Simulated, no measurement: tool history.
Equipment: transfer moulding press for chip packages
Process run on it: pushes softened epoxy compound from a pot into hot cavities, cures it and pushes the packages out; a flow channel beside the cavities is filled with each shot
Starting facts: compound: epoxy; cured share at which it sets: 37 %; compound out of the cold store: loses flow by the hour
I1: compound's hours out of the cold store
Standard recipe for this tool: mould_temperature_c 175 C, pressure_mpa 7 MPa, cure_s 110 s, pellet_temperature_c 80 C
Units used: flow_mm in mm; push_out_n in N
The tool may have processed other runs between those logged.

Run 1, hour 0: usual settings; I1 25.4. Result: flow_mm 676 mm, push_out_n 616 N.
At hour 17.6: cavities cleaned with cleaning compound and waxed.
At hour 31.7: plunger's sealing rings changed.
Run 2, hour 36.8: usual settings; I1 17.1. Result: flow_mm 741 mm, push_out_n 608 N.
At hour 56.4: cavities cleaned with cleaning compound and waxed.
Run 3, hour 67.8: usual settings; I1 23.9. Result: flow_mm 715 mm, push_out_n 591 N.
Run 4, hour 86: usual settings; I1 15.5. Result: flow_mm 744 mm, push_out_n 724 N.
At hour 93.8: cavities cleaned with cleaning compound and waxed.
At hour 114.8: mould's thermocouples calibrated.
Run 5, hour 116.1: usual settings but mould_temperature_c 179 C; I1 24.1. Result: flow_mm 701 mm, push_out_n 561 N.
At hour 133: cavities cleaned with cleaning compound and waxed.
Run 6, hour 145.6: usual settings but mould_temperature_c 179 C; I1 10.5. Result: flow_mm 730 mm, push_out_n 520 N.
At hour 169.6: cavities cleaned with cleaning compound and waxed.
Run 7, hour 172.3: usual settings but mould_temperature_c 179 C; I1 16.8. Result: flow_mm 712 mm, push_out_n 451 N.
Run 8, hour 203.3: usual settings but mould_temperature_c 179 C; I1 32.6. Result: flow_mm 674 mm, push_out_n 630 N.
At hour 206.9: cavities cleaned with cleaning compound and waxed.
Run 9, hour 228.4: usual settings but mould_temperature_c 179 C; I1 44.8. Result: flow_mm 641 mm, push_out_n 542 N.
At hour 243.3: cavities cleaned with cleaning compound and waxed.
Run 10, hour 253.1: usual settings but mould_temperature_c 179 C; I1 43.5. Result: flow_mm 634 mm, push_out_n 517 N.
At hour 280.3: cavities cleaned with cleaning compound and waxed.
Run 11, hour 284.7: usual settings but mould_temperature_c 179 C; I1 18.4. Result: flow_mm 679 mm, push_out_n 481 N.
Run 12, hour 311.3: usual settings but pellet_temperature_c 83 C; I1 19.4. Result: flow_mm 687 mm, push_out_n 727 N.
At hour 315.3: plunger's sealing rings changed.
At hour 319.7: cavities cleaned with cleaning compound and waxed.
Run 13, hour 344.5: usual settings but pellet_temperature_c 83 C; I1 24.4. Result: flow_mm 698 mm, push_out_n 632 N.
At hour 355.8: cavities cleaned with cleaning compound and waxed.
Run 14, hour 376.6: usual settings but pressure_mpa 5.64 MPa, pellet_temperature_c 89 C; I1 11.5. Result: flow_mm 651 mm, push_out_n 636 N.
At hour 392.8: cavities cleaned with cleaning compound and waxed.
Run 15, hour 394.5: usual settings but pressure_mpa 5.52 MPa; I1 44.6. Result: flow_mm 587 mm, push_out_n 500 N.
Run 16, hour 418.7: usual settings but pressure_mpa 7.12 MPa; I1 28.8. Result: flow_mm 693 mm, push_out_n 655 N.
At hour 430.8: cavities cleaned with cleaning compound and waxed.
Run 17, hour 440.7: usual settings but pressure_mpa 7.12 MPa; I1 40.6. Result: flow_mm 678 mm, push_out_n 548 N.
Run 18, hour 456.9: usual settings but pressure_mpa 7.12 MPa; I1 33.7. Result: flow_mm 680 mm, push_out_n 659 N.
At hour 467: cavities cleaned with cleaning compound and waxed.
Run 19, hour 479: usual settings but pressure_mpa 6.79 MPa, cure_s 115 s; I1 19.7. Result: flow_mm 702 mm, push_out_n 545 N.
Run 20, hour 494.1: usual settings but pressure_mpa 6.88 MPa, cure_s 92 s, pellet_temperature_c 84 C; I1 38. Result: flow_mm 644 mm, push_out_n 873 N.
At hour 503: cavities cleaned with cleaning compound and waxed.
Run 21, hour 526.1: usual settings but mould_temperature_c 174 C, cure_s 112 s; I1 47. Result: flow_mm 643 mm, push_out_n 648 N.
At hour 540.5: cavities cleaned with cleaning compound and waxed.
Run 22, hour 559.3: usual settings but mould_temperature_c 173 C, pressure_mpa 8.5 MPa, cure_s 112 s, pellet_temperature_c 76 C; I1 8. Result: flow_mm 804 mm, push_out_n 692 N.

Run 23 is up next; what results do you expect?
At hour 578.2: cavities cleaned with cleaning compound and waxed.
Run 23, hour 589.1: usual settings but mould_temperature_c 176 C, pressure_mpa 7.1 MPa; I1 24.7. Result: flow_mm ?, push_out_n ?.

flow_mm: 684 mm
push_out_n: 561 N
Were there no unlogged condition in the tool, this run, its random variation unchanged, would have produced flow_mm 727 mm, push_out_n 482 N.
